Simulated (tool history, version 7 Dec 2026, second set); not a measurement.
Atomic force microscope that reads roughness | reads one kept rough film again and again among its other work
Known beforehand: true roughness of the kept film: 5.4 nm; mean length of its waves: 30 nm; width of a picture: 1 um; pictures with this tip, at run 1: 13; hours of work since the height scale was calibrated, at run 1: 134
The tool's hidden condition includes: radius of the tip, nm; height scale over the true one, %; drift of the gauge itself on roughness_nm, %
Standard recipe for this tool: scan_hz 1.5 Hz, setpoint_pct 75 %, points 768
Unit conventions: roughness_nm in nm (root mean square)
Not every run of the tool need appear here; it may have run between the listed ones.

| run | hour | scan_hz | setpoint_pct | points | pictures with this tip | hours of work since the height scale was calibrated | roughness_nm |
|---|---|---|---|---|---|---|---|
| 1 | 0 | 1.5 | 75 | 768 | 13 | 134 | 4.292 |
| 2 | 9.8 | 3.69 | 75 | 768 | 29 | 139 | 3.711 |
| 3 | 29.9 | 1.5 | 83 | 768 | 63 | 149 | 3.867 |
| 4 | 46.5 | 1.5 | 83 | 768 | 91 | 157 | 3.723 |
| 5 | 58.3 | 1.5 | 75 | 768 | 110 | 163 | 3.816 |
| 6 | 66.8 | 1.5 | 68 | 768 | 125 | 167 | 3.882 |
| 7 | 80 | 1.5 | 68 | 768 | 147 | 173 | 3.795 |
| 8 | 88.9 | 1.5 | 75 | 482 | 162 | 178 | 3.6 |
|  | 95.5 | new tip fitted |
| 9 | 108.4 | 1.39 | 75 | 482 | 22 | 187 | 4.268 |
| 10 | 123.4 | 1.5 | 75 | 768 | 47 | 194 | 4.134 |
| 11 | 140.3 | 1.5 | 75 | 768 | 75 | 203 | 3.978 |
| 12 | 155.4 | 1.5 | 75 | 768 | 101 | 210 | 3.863 |
| 13 | 166.8 | 1.5 | 75 | 768 | 120 | 216 | 3.802 |
| 14 | 186.9 | 1.5 | 75 | 900 | 154 | 225 | 3.669 |
|  | 197.7 | new tip fitted |
| 15 | 203.3 | 1.5 | 75 | 785 | 9 | 233 | 4.314 |
| 16 | 215 | 1.5 | 75 | 785 | 29 | 239 | 4.202 |
| 17 | 227.6 | 1.5 | 75 | 377 | 50 | 245 | 4.082 |
| 18 | 247.2 | 1.5 | 60 | 446 | 83 | 255 | 4.187 |
| 19 | 259.7 | 1.5 | 60 | 446 | 104 | 261 | 4.066 |
| 20 | 278.4 | 1.5 | 57 | 678 | 135 | 270 | 4.008 |
| 21 | 295.5 | 1.5 | 57 | 678 | 164 | 278 | 3.893 |
|  | 300.4 | new tip fitted |
| 22 | 306 | 1.5 | 81 | 296 | 10 | 283 | 4.048 |
| 23 | 314.9 | 2.19 | 81 | 340 | 25 | 288 | 3.81 |
| 24 | 324.1 | 2.19 | 81 | 439 | 40 | 292 | 3.72 |
| 25 | 342.8 | 2.19 | 81 | 439 | 72 | 301 | 3.614 |
| 26 | 362.2 | 0.54 | 81 | 439 | 104 | 311 | 4.028 |
| 27 | 377.4 | 0.54 | 81 | 439 | 130 | 318 | 3.914 |
| 28 | 388.4 | 3.12 | 62 | 257 | 148 | 324 | 3.597 |
| 29 | 398.6 | 3.05 | 84 | 606 | 165 | 329 | 2.985 |

Hidden state or all else? Some run-to-run changes of roughness_nm, split into what the settings, what came in and random variation would give without the hidden state, and what is left for the hidden state (with any gauge scatter that isn't in both results):
Run 8 -> 9: scan_hz 1.5 -> 1.39, new tip fitted. roughness_nm +0.668 nm (root mean square): hidden state +0.603, all else +0.065.
Run 14 -> 15: points 900 -> 785, new tip fitted. roughness_nm +0.645 nm (root mean square): hidden state +0.644, all else +0.001.
Run 21 -> 22: setpoint_pct 57 -> 81, points 678 -> 296, new tip fitted. roughness_nm +0.155 nm (root mean square): hidden state +0.663, all else -0.508.
